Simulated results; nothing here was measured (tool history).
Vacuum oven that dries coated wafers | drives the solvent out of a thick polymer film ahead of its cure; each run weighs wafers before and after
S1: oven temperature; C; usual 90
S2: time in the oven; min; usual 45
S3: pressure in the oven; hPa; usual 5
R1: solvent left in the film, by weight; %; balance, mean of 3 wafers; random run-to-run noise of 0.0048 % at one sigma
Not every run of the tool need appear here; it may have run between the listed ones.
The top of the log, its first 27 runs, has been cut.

run 28 hour=1188.8 | S1=102 S2=48 S3=2.84 | R1=0.136
run 29 hour=1217 | S1=89 S2=23 S3=2.84 | R1=3.478
run 30 hour=1255.9 | S1=89 S2=23 S3=2.84 | R1=3.48
run 31 hour=1283.3 | S1=100 S2=44 S3=11.92 | R1=0.549
run 32 hour=1330.1 | S1=100 S2=44 S3=11.92 | R1=0.551
run 33 hour=1355.9 | S1=100 S2=44 S3=11.92 | R1=0.553
run 34 hour=1389.2 | S1=100 S2=44 S3=11.92 | R1=0.553
run 35 hour=1445.4 | S1=100 S2=44 S3=11.92 | R1=0.551
run 36 hour=1479.9 | S1=100 S2=44 S3=11.92 | R1=0.553
run 37 hour=1539.9 | S1=75 S2=45 S3=2.79 | R1=3.271
run 38 hour=1592.8 | S1=79 S2=71 S3=5 | R1=1.015
run 39 hour=1651.6 | S1=90 S2=39 S3=3.7 | R1=1.118
run 40 hour=1710.9 | S1=77 S2=38 S3=16.93 | R1=4.72
run 41 hour=1753.1 | S1=89 S2=28 S3=9.25 | R1=2.776
run 42 hour=1787 | S1=86 S2=28 S3=9.25 | R1=3.461
run 43 hour=1815.6 | S1=94 S2=30 S3=4.63 | R1=1.418
run 44 hour=1868 | S1=90 S2=37 S3=13.03 | R1=1.733
run 45 hour=1924.4 | S1=90 S2=37 S3=13.03 | R1=1.736
run 46 hour=1948.9 | S1=90 S2=37 S3=13.03 | R1=1.736

5 ways to go on from here, each from the tool as it stands after run 46. What would each give?
run A hour=1987.7 | S1=84 S2=37 S3=13.03 | R1=?
run B hour=1987.7 | S1=90 S2=30 S3=13.03 | R1=?
run C hour=1987.7 | S1=97 S2=45 S3=5 | R1=?
run D hour=1987.7 | S1=90 S2=59 S3=4.86 | R1=?
run E hour=1987.7 | S1=89 S2=37 S3=13.03 | R1=?

run=A R1=2.82
run=B R1=2.461
run=C R1=0.385
run=D R1=0.458
run=E R1=1.888
Take away the tool's hidden state, keep each run's random variation, and the runs would have read:
run=A R1=2.822
run=B R1=2.462
run=C R1=0.385
run=D R1=0.459
run=E R1=1.889
